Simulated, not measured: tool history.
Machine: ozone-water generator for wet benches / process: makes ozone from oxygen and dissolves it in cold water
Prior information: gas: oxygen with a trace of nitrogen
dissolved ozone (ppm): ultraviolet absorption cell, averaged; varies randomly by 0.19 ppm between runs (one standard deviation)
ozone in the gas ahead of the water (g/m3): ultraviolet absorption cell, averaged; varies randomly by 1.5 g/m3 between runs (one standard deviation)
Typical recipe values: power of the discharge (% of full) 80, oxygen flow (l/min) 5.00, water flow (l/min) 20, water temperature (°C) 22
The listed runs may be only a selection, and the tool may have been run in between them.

run	hour	power of the discharge (% of full)	oxygen flow (l/min)	water flow (l/min)	water temperature (°C)	dissolved ozone (ppm)	ozone in the gas ahead of the water (g/m3)
1	0.0	80	5.00	20	22	25.5	279.7
2	28.0	80	8.03	20	22	27.3	238.3
3	65.7	80	8.03	20	22	27.3	240.6
4	100.9	80	8.03	20	22	27.1	237.8
5	127.9	80	8.03	20	22	27.2	241.0
6	150.2	80	3.86	20	22	23.9	305.1
7	167.4	80	3.86	20	22	24.2	300.7
8	188.5	80	3.86	20	22	23.4	303.8
9	212.9	80	3.86	20	22	23.9	302.3
10	232.1	80	3.86	20	22	24.3	301.7
11	249.1	80	3.86	20	22	23.7	301.9
12	267.8	80	3.86	20	22	23.5	302.8
13	297.9	80	3.86	20	22	23.7	301.8
14	313.7	80	3.86	20	22	24.1	301.0
15	348.3	80	5.00	20	22	25.0	275.2
# hour 351.0: water thermometer calibrated
16	383.4	80	5.00	20	22	25.3	278.5
17	421.0	71	5.00	24	16	22.1	261.8
18	455.7	71	5.00	24	16	22.4	261.6
19	493.6	71	7.54	14	22	31.1	227.2
# hour 503.6: water thermometer calibrated, once more
20	531.4	54	5.00	16	22	24.0	227.7
21	555.5	54	5.00	16	22	24.3	227.7
22	583.6	84	5.42	20	29	23.3	275.9
23	602.7	59	3.98	20	29	18.5	254.8
24	625.8	59	3.98	20	29	18.7	253.9
25	653.4	80	2.93	20	18	22.5	327.5
26	684.3	80	2.93	20	18	22.4	328.6
27	716.1	59	2.93	19	18	20.1	281.4
28	733.6	59	2.93	19	18	20.2	280.8
29	767.0	61	5.00	20	15	24.2	243.4
30	799.3	80	3.79	19	22	24.2	300.0
31	836.0	80	5.00	21	26	22.7	275.6
32	852.2	80	5.00	21	26	22.7	275.5

Results for each run, recomputed without the tool's hidden state and with each run's random variation untouched:
Unlogged tool condition in this case: yield of the discharge, % of new electrodes'; contactor's efficiency, % of a clean one's; true water temperature over the reading, C; drift of the gauge itself on ozone_ppm, %; drift of the gauge itself on gas_g_m3, %.
run	dissolved ozone (ppm)	ozone in the gas ahead of the water (g/m3)
1	26.7	286.6
2	28.6	244.4
3	28.6	246.9
4	28.5	244.3
5	28.6	247.8
6	25.1	313.8
7	25.5	309.4
8	24.6	312.8
9	25.1	311.5
10	25.6	311.0
11	25.1	311.3
12	24.8	312.4
13	25.1	311.7
14	25.5	310.9
15	26.5	284.6
16	26.8	288.2
17	23.5	270.7
18	23.8	270.7
19	33.0	235.3
20	25.4	234.9
21	25.7	235.1
22	24.8	287.3
23	19.6	263.7
24	19.8	262.9
25	24.0	341.4
26	24.0	342.8
27	21.4	292.0
28	21.6	291.5
29	25.8	253.1
30	26.0	313.9
31	24.4	288.7
32	24.4	288.8
